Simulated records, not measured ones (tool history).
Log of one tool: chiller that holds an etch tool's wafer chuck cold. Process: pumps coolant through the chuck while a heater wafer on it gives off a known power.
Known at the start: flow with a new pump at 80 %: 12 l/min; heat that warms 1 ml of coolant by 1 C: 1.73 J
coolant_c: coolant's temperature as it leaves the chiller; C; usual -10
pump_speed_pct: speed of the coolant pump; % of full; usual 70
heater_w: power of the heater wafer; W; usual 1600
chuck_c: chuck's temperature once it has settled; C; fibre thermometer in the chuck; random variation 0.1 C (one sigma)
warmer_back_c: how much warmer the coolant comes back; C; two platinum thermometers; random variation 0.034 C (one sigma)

{"run": 1, "day": 0.0, "coolant_c": -10, "pump_speed_pct": 70, "heater_w": 1600, "chuck_c": 5.3, "warmer_back_c": 5.37}
{"run": 2, "day": 3.708, "coolant_c": -10, "pump_speed_pct": 70, "heater_w": 1600, "chuck_c": 5.5, "warmer_back_c": 5.43}
{"run": 3, "day": 5.938, "coolant_c": -10, "pump_speed_pct": 66, "heater_w": 1600, "chuck_c": 5.8, "warmer_back_c": 5.75}
{"run": 4, "day": 9.954, "coolant_c": -10, "pump_speed_pct": 70, "heater_w": 2363, "chuck_c": 12.9, "warmer_back_c": 8.03}
{"run": 5, "day": 14.342, "coolant_c": -10, "pump_speed_pct": 70, "heater_w": 2363, "chuck_c": 12.9, "warmer_back_c": 8.03}
{"run": 6, "day": 18.096, "coolant_c": -10, "pump_speed_pct": 70, "heater_w": 2363, "chuck_c": 13.1, "warmer_back_c": 7.94}
{"run": 7, "day": 22.429, "coolant_c": -10, "pump_speed_pct": 70, "heater_w": 2363, "chuck_c": 13.1, "warmer_back_c": 8.14}
{"run": 8, "day": 25.792, "coolant_c": -10, "pump_speed_pct": 70, "heater_w": 2363, "chuck_c": 13.2, "warmer_back_c": 8.08}
{"run": 9, "day": 30.4, "coolant_c": -10, "pump_speed_pct": 61, "heater_w": 1600, "chuck_c": 6.8, "warmer_back_c": 6.34}
{"run": 10, "day": 33.212, "coolant_c": -10, "pump_speed_pct": 90, "heater_w": 1600, "chuck_c": 3.8, "warmer_back_c": 4.29}
{"run": 11, "day": 35.521, "coolant_c": -13, "pump_speed_pct": 61, "heater_w": 2392, "chuck_c": 12.6, "warmer_back_c": 9.41}
{"run": 12, "day": 40.246, "coolant_c": -13, "pump_speed_pct": 61, "heater_w": 2392, "chuck_c": 12.6, "warmer_back_c": 9.46}
{"day": 43.029, "done": "chiller's thermometer calibrated"}
{"run": 13, "day": 44.396, "coolant_c": -9, "pump_speed_pct": 98, "heater_w": 1408, "chuck_c": 2.9, "warmer_back_c": 3.56}
{"run": 14, "day": 48.075, "coolant_c": -10, "pump_speed_pct": 92, "heater_w": 2043, "chuck_c": 8, "warmer_back_c": 5.44}
{"run": 15, "day": 51.129, "coolant_c": -10, "pump_speed_pct": 92, "heater_w": 2043, "chuck_c": 8, "warmer_back_c": 5.42}
{"run": 16, "day": 53.583, "coolant_c": -10, "pump_speed_pct": 92, "heater_w": 2043, "chuck_c": 7.9, "warmer_back_c": 5.51}
{"run": 17, "day": 57.85, "coolant_c": -10, "pump_speed_pct": 92, "heater_w": 2043, "chuck_c": 8, "warmer_back_c": 5.43}
{"run": 18, "day": 61.75, "coolant_c": -10, "pump_speed_pct": 92, "heater_w": 2043, "chuck_c": 8.1, "warmer_back_c": 5.54}
{"run": 19, "day": 64.012, "coolant_c": -10, "pump_speed_pct": 92, "heater_w": 2043, "chuck_c": 7.9, "warmer_back_c": 5.47}

4 ways to go on from here, each from the tool as it stands after run 19. What would each give?
{"run": "A", "day": 68.017, "coolant_c": -10, "pump_speed_pct": 70, "heater_w": 1554, "chuck_c": "?", "warmer_back_c": "?"}
{"run": "B", "day": 68.017, "coolant_c": -7, "pump_speed_pct": 80, "heater_w": 1356, "chuck_c": "?", "warmer_back_c": "?"}
{"run": "C", "day": 68.017, "coolant_c": -10, "pump_speed_pct": 70, "heater_w": 816, "chuck_c": "?", "warmer_back_c": "?"}
{"run": "D", "day": 68.017, "coolant_c": -17, "pump_speed_pct": 70, "heater_w": 1117, "chuck_c": "?", "warmer_back_c": "?"}

run=A chuck_c=5.7 warmer_back_c=5.49
run=B chuck_c=6 warmer_back_c=4.21
run=C chuck_c=-1.6 warmer_back_c=2.93
run=D chuck_c=-5.5 warmer_back_c=3.92
Without the tool's hidden state the same runs would have given:
run=A chuck_c=4.3 warmer_back_c=5.12
run=B chuck_c=4.8 warmer_back_c=3.92
run=C chuck_c=-2.3 warmer_back_c=2.74
run=D chuck_c=-6.6 warmer_back_c=3.65
